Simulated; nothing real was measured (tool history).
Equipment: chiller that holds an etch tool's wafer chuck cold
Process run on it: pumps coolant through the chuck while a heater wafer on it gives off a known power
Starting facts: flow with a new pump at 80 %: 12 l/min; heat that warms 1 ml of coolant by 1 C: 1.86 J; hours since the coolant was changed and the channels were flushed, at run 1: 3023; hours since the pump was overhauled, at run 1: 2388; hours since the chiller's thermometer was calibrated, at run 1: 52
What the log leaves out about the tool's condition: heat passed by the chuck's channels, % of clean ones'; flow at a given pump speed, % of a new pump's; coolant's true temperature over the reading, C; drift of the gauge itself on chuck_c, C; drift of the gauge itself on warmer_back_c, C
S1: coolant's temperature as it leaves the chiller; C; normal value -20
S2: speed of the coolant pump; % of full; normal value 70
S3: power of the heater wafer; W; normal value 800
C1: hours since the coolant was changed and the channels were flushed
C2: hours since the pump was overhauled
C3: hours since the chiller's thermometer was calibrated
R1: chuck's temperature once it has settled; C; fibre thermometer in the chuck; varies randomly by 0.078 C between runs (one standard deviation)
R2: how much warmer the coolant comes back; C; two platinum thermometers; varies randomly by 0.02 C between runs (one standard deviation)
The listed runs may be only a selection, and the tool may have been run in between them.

run,hour,S1,S2,S3,C1,C2,C3,R1,R2
1,0,-20,70,800,3023,2388,52,-10.36,2.67
2,114.9,-20,70,800,3138,2503,167,-10.37,2.68
3,226.7,-28,70,800,3250,2615,279,-18.12,2.68
4,374.3,-19,70,800,3397,2763,427,-9.29,2.67
5,478.9,-19,70,800,3502,2867,531,-9.27,2.72
6,543.3,-19,70,800,3566,2932,596,-9.22,2.66
7,618.1,-19,70,800,3641,3007,671,-9.14,2.7
8,703.4,-19,70,800,3726,3092,756,-9.22,2.71
9,824.9,-19,70,800,3848,3213,877,-9.05,2.74
10,924.6,-14,70,800,3948,3313,977,-4.06,2.72
11,1060.6,-20,70,638,4084,3449,1113,-12.14,2.21
12,1178.6,-20,70,638,4202,3567,1231,-12.04,2.17
13,1297.3,-20,70,638,4320,3686,1350,-12.08,2.19
14,1375.4,-20,70,800,4398,3764,1428,-9.89,2.74
15,1447,-20,70,800,4470,3835,1499,-10,2.73
16,1577.5,-19,70,800,4600,3966,1630,-8.86,2.75
17,1725.9,-30,75,1008,4749,4114,1778,-17.86,3.23
18,1871,-30,75,1008,4894,4259,1923,-17.8,3.26
19,1985,-26,70,681,5008,4373,2037,-17.49,2.36
20,2077.9,-26,70,681,5101,4466,2130,-17.3,2.39
21,2226.2,-10,80,494,5249,4615,2279,-4.4,1.52
22,2308.2,-25,80,1096,5331,4697,2361,-12.04,3.32
23,2428.1,-20,77,1096,5451,4817,2481,-6.72,3.49
24,2526.3,-20,77,1096,5549,4915,2579,-6.7,3.52
25,2590.1,-20,77,1096,5613,4978,2643,-6.7,3.49
26,2688.6,-21,70,800,5712,5077,2741,-10.55,2.87
27,2810.4,-28,63,800,5833,5199,2863,-16.77,3.17
28,2937.3,-17,83,488,5960,5326,2990,-11.38,1.42
# hour 2983.5: coolant changed, channels flushed
29,3088.8,-17,83,488,105,5471,3135,-11.99,1.44
30,3168.8,-19,69,984,185,5551,3215,-7.09,3.59
31,3310.8,-19,69,984,327,5693,3357,-7.09,3.62

Below are 5 alternative next runs, each starting from the tool's condition after run 31. Predict each:
A,3373.5,-14,73,800,390,5756,3420,?,?
B,3373.5,-23,69,984,390,5756,3420,?,?
C,3373.5,-26,70,896,390,5756,3420,?,?
D,3373.5,-19,69,427,390,5756,3420,?,?
E,3373.5,-19,78,1043,390,5756,3420,?,?

run,R1,R2
A,-4.82,2.76
B,-11.07,3.6
C,-15.15,3.23
D,-14.06,1.57
E,-7.31,3.34
Had the tool no hidden state, the same runs would have come out as:
run,R1,R2
A,-5.52,2.38
B,-12.05,3.09
C,-16.01,2.77
D,-14.33,1.35
E,-8.25,2.87
